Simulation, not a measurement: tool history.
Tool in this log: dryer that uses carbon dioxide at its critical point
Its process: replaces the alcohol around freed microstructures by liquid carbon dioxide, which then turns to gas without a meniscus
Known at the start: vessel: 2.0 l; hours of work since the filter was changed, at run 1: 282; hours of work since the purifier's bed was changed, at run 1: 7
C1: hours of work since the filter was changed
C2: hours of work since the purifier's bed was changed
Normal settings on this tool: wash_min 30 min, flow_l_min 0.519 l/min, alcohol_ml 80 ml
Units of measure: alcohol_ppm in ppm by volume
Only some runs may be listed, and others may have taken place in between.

{"run": 1, "day": 0.0, "wash_min": 30, "flow_l_min": 0.519, "alcohol_ml": 80, "C1": 282, "C2": 7, "alcohol_ppm": 145}
{"run": 2, "day": 1.188, "wash_min": 30, "flow_l_min": 0.519, "alcohol_ml": 74, "C1": 292, "C2": 17, "alcohol_ppm": 143}
{"run": 3, "day": 1.921, "wash_min": 35, "flow_l_min": 0.519, "alcohol_ml": 80, "C1": 298, "C2": 23, "alcohol_ppm": 67}
{"run": 4, "day": 2.846, "wash_min": 30, "flow_l_min": 0.519, "alcohol_ml": 27, "C1": 306, "C2": 31, "alcohol_ppm": 61}
{"run": 5, "day": 3.75, "wash_min": 30, "flow_l_min": 0.648, "alcohol_ml": 27, "C1": 313, "C2": 38, "alcohol_ppm": 25}
{"run": 6, "day": 4.375, "wash_min": 30, "flow_l_min": 0.648, "alcohol_ml": 27, "C1": 318, "C2": 43, "alcohol_ppm": 19}
{"run": 7, "day": 5.392, "wash_min": 30, "flow_l_min": 0.648, "alcohol_ml": 27, "C1": 327, "C2": 52, "alcohol_ppm": 25}
{"run": 8, "day": 6.267, "wash_min": 30, "flow_l_min": 0.519, "alcohol_ml": 42, "C1": 334, "C2": 59, "alcohol_ppm": 91}
{"run": 9, "day": 7.329, "wash_min": 40, "flow_l_min": 0.519, "alcohol_ml": 80, "C1": 343, "C2": 68, "alcohol_ppm": 49}
{"run": 10, "day": 8.396, "wash_min": 24, "flow_l_min": 0.519, "alcohol_ml": 80, "C1": 352, "C2": 77, "alcohol_ppm": 482}
{"run": 11, "day": 9.262, "wash_min": 23, "flow_l_min": 0.519, "alcohol_ml": 80, "C1": 359, "C2": 84, "alcohol_ppm": 548}
{"run": 12, "day": 9.879, "wash_min": 23, "flow_l_min": 0.519, "alcohol_ml": 80, "C1": 364, "C2": 89, "alcohol_ppm": 572}
{"run": 13, "day": 10.546, "wash_min": 23, "flow_l_min": 0.519, "alcohol_ml": 80, "C1": 369, "C2": 94, "alcohol_ppm": 578}
{"run": 14, "day": 11.775, "wash_min": 23, "flow_l_min": 0.519, "alcohol_ml": 80, "C1": 379, "C2": 104, "alcohol_ppm": 588}
{"run": 15, "day": 13.088, "wash_min": 23, "flow_l_min": 0.519, "alcohol_ml": 80, "C1": 390, "C2": 115, "alcohol_ppm": 592}
{"run": 16, "day": 14.112, "wash_min": 23, "flow_l_min": 0.519, "alcohol_ml": 80, "C1": 399, "C2": 124, "alcohol_ppm": 580}
{"run": 17, "day": 15.412, "wash_min": 23, "flow_l_min": 0.519, "alcohol_ml": 80, "C1": 410, "C2": 135, "alcohol_ppm": 585}
{"run": 18, "day": 16.342, "wash_min": 23, "flow_l_min": 0.507, "alcohol_ml": 80, "C1": 417, "C2": 142, "alcohol_ppm": 623}
{"run": 19, "day": 17.129, "wash_min": 23, "flow_l_min": 0.485, "alcohol_ml": 80, "C1": 424, "C2": 149, "alcohol_ppm": 804}
{"run": 20, "day": 18.296, "wash_min": 23, "flow_l_min": 0.485, "alcohol_ml": 80, "C1": 433, "C2": 158, "alcohol_ppm": 799}
{"run": 21, "day": 19.412, "wash_min": 23, "flow_l_min": 0.485, "alcohol_ml": 80, "C1": 443, "C2": 168, "alcohol_ppm": 808}
{"run": 22, "day": 20.471, "wash_min": 23, "flow_l_min": 0.485, "alcohol_ml": 80, "C1": 451, "C2": 176, "alcohol_ppm": 808}
{"run": 23, "day": 21.696, "wash_min": 30, "flow_l_min": 0.519, "alcohol_ml": 80, "C1": 461, "C2": 187, "alcohol_ppm": 205}
{"run": 24, "day": 22.754, "wash_min": 30, "flow_l_min": 0.519, "alcohol_ml": 80, "C1": 470, "C2": 195, "alcohol_ppm": 205}
{"run": 25, "day": 23.788, "wash_min": 30, "flow_l_min": 0.776, "alcohol_ml": 110, "C1": 479, "C2": 204, "alcohol_ppm": 56}
{"run": 26, "day": 24.779, "wash_min": 46, "flow_l_min": 0.463, "alcohol_ml": 34, "C1": 487, "C2": 212, "alcohol_ppm": 62}
{"run": 27, "day": 25.417, "wash_min": 46, "flow_l_min": 0.463, "alcohol_ml": 34, "C1": 492, "C2": 217, "alcohol_ppm": 53}
{"run": 28, "day": 26.692, "wash_min": 30, "flow_l_min": 0.567, "alcohol_ml": 50, "C1": 503, "C2": 228, "alcohol_ppm": 109}
{"run": 29, "day": 27.358, "wash_min": 30, "flow_l_min": 0.567, "alcohol_ml": 50, "C1": 508, "C2": 233, "alcohol_ppm": 112}
{"day": 27.825, "done": "inlet filter changed"}
{"run": 30, "day": 28.721, "wash_min": 30, "flow_l_min": 0.76, "alcohol_ml": 73, "C1": 7, "C2": 244, "alcohol_ppm": 56}
{"run": 31, "day": 29.762, "wash_min": 45, "flow_l_min": 0.637, "alcohol_ml": 80, "C1": 16, "C2": 253, "alcohol_ppm": 51}
{"run": 32, "day": 30.704, "wash_min": 45, "flow_l_min": 0.637, "alcohol_ml": 80, "C1": 24, "C2": 261, "alcohol_ppm": 58}
{"run": 33, "day": 31.454, "wash_min": 30, "flow_l_min": 0.519, "alcohol_ml": 93, "C1": 30, "C2": 267, "alcohol_ppm": 199}
{"run": 34, "day": 32.1, "wash_min": 24, "flow_l_min": 0.356, "alcohol_ml": 80, "C1": 35, "C2": 272, "alcohol_ppm": 1768}
{"run": 35, "day": 33.404, "wash_min": 32, "flow_l_min": 0.517, "alcohol_ml": 22, "C1": 46, "C2": 283, "alcohol_ppm": 79}
{"run": 36, "day": 34.538, "wash_min": 32, "flow_l_min": 0.517, "alcohol_ml": 22, "C1": 56, "C2": 292, "alcohol_ppm": 88}
{"run": 37, "day": 35.688, "wash_min": 43, "flow_l_min": 0.33, "alcohol_ml": 22, "C1": 65, "C2": 302, "alcohol_ppm": 130}
{"run": 38, "day": 36.821, "wash_min": 43, "flow_l_min": 0.33, "alcohol_ml": 22, "C1": 74, "C2": 311, "alcohol_ppm": 129}
{"run": 39, "day": 37.908, "wash_min": 20, "flow_l_min": 0.746, "alcohol_ml": 42, "C1": 83, "C2": 320, "alcohol_ppm": 134}
{"run": 40, "day": 39.196, "wash_min": 30, "flow_l_min": 0.714, "alcohol_ml": 20, "C1": 94, "C2": 331, "alcohol_ppm": 84}
{"run": 41, "day": 39.838, "wash_min": 18, "flow_l_min": 0.432, "alcohol_ml": 29, "C1": 99, "C2": 336, "alcohol_ppm": 907}
{"run": 42, "day": 41.096, "wash_min": 26, "flow_l_min": 0.46, "alcohol_ml": 98, "C1": 110, "C2": 347, "alcohol_ppm": 660}
{"run": 43, "day": 42.133, "wash_min": 32, "flow_l_min": 0.339, "alcohol_ml": 89, "C1": 118, "C2": 355, "alcohol_ppm": 924}
{"run": 44, "day": 43.021, "wash_min": 30, "flow_l_min": 0.332, "alcohol_ml": 51, "C1": 126, "C2": 363, "alcohol_ppm": 764}
{"run": 45, "day": 44.004, "wash_min": 30, "flow_l_min": 0.378, "alcohol_ml": 29, "C1": 134, "C2": 371, "alcohol_ppm": 314}
{"run": 46, "day": 45.125, "wash_min": 28, "flow_l_min": 0.378, "alcohol_ml": 62, "C1": 143, "C2": 380, "alcohol_ppm": 754}
{"run": 47, "day": 46.192, "wash_min": 28, "flow_l_min": 0.378, "alcohol_ml": 62, "C1": 152, "C2": 389, "alcohol_ppm": 736}

What if the next run were any one of these 4? Each begins from the tool's condition after run 47:
{"run": "A", "day": 47.2, "wash_min": 42, "flow_l_min": 0.768, "alcohol_ml": 60, "C1": 160, "C2": 397, "alcohol_ppm": "?"}
{"run": "B", "day": 47.2, "wash_min": 45, "flow_l_min": 0.519, "alcohol_ml": 80, "C1": 160, "C2": 397, "alcohol_ppm": "?"}
{"run": "C", "day": 47.2, "wash_min": 39, "flow_l_min": 0.378, "alcohol_ml": 62, "C1": 160, "C2": 397, "alcohol_ppm": "?"}
{"run": "D", "day": 47.2, "wash_min": 47, "flow_l_min": 0.439, "alcohol_ml": 22, "C1": 160, "C2": 397, "alcohol_ppm": "?"}

run=A alcohol_ppm=88
run=B alcohol_ppm=90
run=C alcohol_ppm=232
run=D alcohol_ppm=97
Without the tool's hidden state the same runs would have given:
run=A alcohol_ppm=10
run=B alcohol_ppm=10
run=C alcohol_ppm=136
run=D alcohol_ppm=15

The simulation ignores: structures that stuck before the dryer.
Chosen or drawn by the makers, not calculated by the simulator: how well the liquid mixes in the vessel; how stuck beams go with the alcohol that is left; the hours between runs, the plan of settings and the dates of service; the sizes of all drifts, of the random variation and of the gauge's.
